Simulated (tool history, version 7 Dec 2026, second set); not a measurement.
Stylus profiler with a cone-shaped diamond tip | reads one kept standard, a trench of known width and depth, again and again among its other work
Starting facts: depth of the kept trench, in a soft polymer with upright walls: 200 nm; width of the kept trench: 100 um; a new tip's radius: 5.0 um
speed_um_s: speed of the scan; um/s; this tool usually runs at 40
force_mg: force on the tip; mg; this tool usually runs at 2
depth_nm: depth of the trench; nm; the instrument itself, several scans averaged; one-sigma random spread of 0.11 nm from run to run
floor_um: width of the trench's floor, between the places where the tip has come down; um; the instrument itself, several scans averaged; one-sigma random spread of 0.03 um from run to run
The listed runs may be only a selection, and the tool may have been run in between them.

| run | hour | speed_um_s | force_mg | depth_nm | floor_um |
|---|---|---|---|---|---|
| 1 | 0 | 40 | 2 | 202.87 | 96.43 |
| 2 | 107.7 | 40 | 2 | 203 | 96.41 |
| 3 | 204.2 | 40 | 2 | 202.85 | 96.34 |
| 4 | 327.6 | 40 | 2 | 203.11 | 96.33 |
| 5 | 399.7 | 40 | 2 | 203.01 | 96.26 |
| 6 | 509.6 | 58 | 2 | 203.24 | 96.18 |
| 7 | 655.2 | 58 | 2 | 203.31 | 96.14 |
| 8 | 727.3 | 40 | 2 | 203.52 | 96.16 |
| 9 | 787.6 | 40 | 2 | 203.1 | 96.17 |
| 10 | 868.6 | 40 | 2 | 203.27 | 96.14 |
| 11 | 960.3 | 40 | 2 | 203.37 | 96.08 |
| 12 | 1075 | 40 | 2 | 203.52 | 96.13 |
| 13 | 1190.3 | 86 | 2 | 203.35 | 95.87 |

Predict the results of run 14:
| 14 | 1329.8 | 129 | 1.38 | ? | ? |

{"run 14": {"depth_nm": 203.13, "floor_um": 95.61}}
Without the tool's hidden state the same run would have given depth_nm 201.8 nm, floor_um 96.66 um.

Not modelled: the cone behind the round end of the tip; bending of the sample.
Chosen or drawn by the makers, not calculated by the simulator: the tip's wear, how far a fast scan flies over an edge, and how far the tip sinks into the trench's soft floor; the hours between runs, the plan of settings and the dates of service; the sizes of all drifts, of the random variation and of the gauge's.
